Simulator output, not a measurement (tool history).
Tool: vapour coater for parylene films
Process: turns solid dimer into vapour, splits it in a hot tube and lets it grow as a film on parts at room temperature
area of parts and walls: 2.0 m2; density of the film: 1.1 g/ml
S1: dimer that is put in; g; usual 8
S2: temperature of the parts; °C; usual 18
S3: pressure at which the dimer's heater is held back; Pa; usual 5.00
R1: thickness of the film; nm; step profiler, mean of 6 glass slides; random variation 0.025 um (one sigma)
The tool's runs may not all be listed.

| run | day | S1 | S2 | S3 | R1 |
|---|---|---|---|---|---|
| 1 | 0.000 | 8 | 18 | 5.00 | 1860 |
| 2 | 1.292 | 8 | 18 | 5.00 | 1880 |
| 3 | 3.062 | 8 | 18 | 5.00 | 1830 |
| 4 | 4.829 | 8 | 27 | 5.00 | 1430 |
| 5 | 5.917 | 9 | 18 | 5.00 | 2010 |
| 6 | 7.708 | 9 | 18 | 5.00 | 2050 |
|  | 9.725 | trap's valve overhauled |
| 7 | 9.725 | 8 | 22 | 5.00 | 1770 |
| 8 | 11.071 | 8 | 22 | 5.00 | 1770 |
| 9 | 12.046 | 8 | 22 | 5.00 | 1750 |
| 10 | 13.204 | 5 | 22 | 5.00 | 1100 |
| 11 | 15.108 | 5 | 22 | 5.00 | 1120 |
| 12 | 15.950 | 7 | 22 | 7.23 | 1410 |
| 13 | 17.596 | 7 | 14 | 11.93 | 1610 |
| 14 | 18.854 | 7 | 14 | 11.93 | 1620 |
| 15 | 20.029 | 5 | 27 | 10.18 | 820 |
| 16 | 21.612 | 9 | 14 | 5.95 | 2330 |
| 17 | 23.542 | 12 | 14 | 4.94 | 3140 |
| 18 | 24.846 | 12 | 14 | 4.94 | 3090 |
| 19 | 26.296 | 4 | 13 | 5.00 | 1030 |

Forecast run 20:
| 20 | 27.838 | 4 | 13 | 5.00 | ? |

{"run 20": {"R1": 1090}}
Without the tool's hidden state the same run would have given R1 1180 nm.

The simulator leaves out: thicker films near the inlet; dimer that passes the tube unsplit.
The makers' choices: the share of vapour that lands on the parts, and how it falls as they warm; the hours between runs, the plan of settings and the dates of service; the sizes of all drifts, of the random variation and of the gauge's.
